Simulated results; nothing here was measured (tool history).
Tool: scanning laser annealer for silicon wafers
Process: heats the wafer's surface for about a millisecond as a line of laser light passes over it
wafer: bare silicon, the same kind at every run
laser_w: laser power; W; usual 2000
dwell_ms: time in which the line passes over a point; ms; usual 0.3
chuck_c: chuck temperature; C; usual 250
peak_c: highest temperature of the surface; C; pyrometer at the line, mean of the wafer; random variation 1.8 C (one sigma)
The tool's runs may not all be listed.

run 1 hour=0 | laser_w=2000 dwell_ms=0.3 chuck_c=250 | peak_c=946
run 2 hour=32.1 | laser_w=2000 dwell_ms=0.3 chuck_c=250 | peak_c=945
run 3 hour=63.4 | laser_w=2000 dwell_ms=0.237 chuck_c=250 | peak_c=865
run 4 hour=122.5 | laser_w=2000 dwell_ms=0.3 chuck_c=281 | peak_c=974
run 5 hour=167 | laser_w=2000 dwell_ms=0.3 chuck_c=288 | peak_c=983
run 6 hour=203 | laser_w=2042 dwell_ms=0.3 chuck_c=250 | peak_c=958
run 7 hour=252.8 | laser_w=2042 dwell_ms=0.3 chuck_c=250 | peak_c=955
run 8 hour=308.2 | laser_w=1978 dwell_ms=0.3 chuck_c=250 | peak_c=929
run 9 hour=349.1 | laser_w=2000 dwell_ms=0.3 chuck_c=229 | peak_c=915
run 10 hour=405.4 | laser_w=2000 dwell_ms=0.304 chuck_c=250 | peak_c=939
run 11 hour=436.3 | laser_w=2000 dwell_ms=0.304 chuck_c=250 | peak_c=939
run 12 hour=480.8 | laser_w=2000 dwell_ms=0.304 chuck_c=250 | peak_c=938
run 13 hour=523.3 | laser_w=2000 dwell_ms=0.304 chuck_c=250 | peak_c=936
run 14 hour=587 | laser_w=2000 dwell_ms=0.304 chuck_c=250 | peak_c=940
run 15 hour=615.9 | laser_w=2000 dwell_ms=0.304 chuck_c=250 | peak_c=939
run 16 hour=663.5 | laser_w=2000 dwell_ms=0.3 chuck_c=250 | peak_c=927
run 17 hour=727 | laser_w=2000 dwell_ms=0.288 chuck_c=250 | peak_c=914
run 18 hour=763.4 | laser_w=2000 dwell_ms=0.223 chuck_c=284 | peak_c=865
run 19 hour=800.3 | laser_w=2066 dwell_ms=0.309 chuck_c=261 | peak_c=969
run 20 hour=864.5 | laser_w=2066 dwell_ms=0.309 chuck_c=261 | peak_c=970
-- hour=871.1 laser's power meter calibrated
run 21 hour=928.6 | laser_w=1882 dwell_ms=0.336 chuck_c=250 | peak_c=916
run 22 hour=982.1 | laser_w=1816 dwell_ms=0.293 chuck_c=226 | peak_c=822
run 23 hour=1048.5 | laser_w=1753 dwell_ms=0.328 chuck_c=276 | peak_c=883
-- hour=1065.7 laser's power meter calibrated, once more
run 24 hour=1085.8 | laser_w=2000 dwell_ms=0.23 chuck_c=289 | peak_c=874
run 25 hour=1137 | laser_w=2000 dwell_ms=0.23 chuck_c=289 | peak_c=876
run 26 hour=1175.6 | laser_w=2000 dwell_ms=0.23 chuck_c=289 | peak_c=876
run 27 hour=1208.7 | laser_w=2000 dwell_ms=0.23 chuck_c=289 | peak_c=877
run 28 hour=1254.9 | laser_w=2000 dwell_ms=0.23 chuck_c=289 | peak_c=872
-- hour=1318.9 window over the wafer cleaned
run 29 hour=1323.4 | laser_w=2121 dwell_ms=0.302 chuck_c=288 | peak_c=1019
-- hour=1340.1 optics aligned, line set to its width
run 30 hour=1387.3 | laser_w=2121 dwell_ms=0.302 chuck_c=288 | peak_c=1030
run 31 hour=1438.8 | laser_w=2121 dwell_ms=0.357 chuck_c=285 | peak_c=1094
run 32 hour=1491.1 | laser_w=2041 dwell_ms=0.3 chuck_c=237 | peak_c=942
run 33 hour=1546.1 | laser_w=2041 dwell_ms=0.326 chuck_c=237 | peak_c=976

4 ways to go on from here, each from the tool as it stands after run 33. What would each give?
run A hour=1609.3 | laser_w=1864 dwell_ms=0.259 chuck_c=225 | peak_c=?
run B hour=1609.3 | laser_w=1895 dwell_ms=0.3 chuck_c=273 | peak_c=?
run C hour=1609.3 | laser_w=1836 dwell_ms=0.3 chuck_c=250 | peak_c=?
run D hour=1609.3 | laser_w=1782 dwell_ms=0.244 chuck_c=250 | peak_c=?

run=A peak_c=822
run=B peak_c=926
run=C peak_c=882
run=D peak_c=805
Without the tool's hidden state the same runs would have given:
run=A peak_c=832
run=B peak_c=937
run=C peak_c=893
run=D peak_c=815
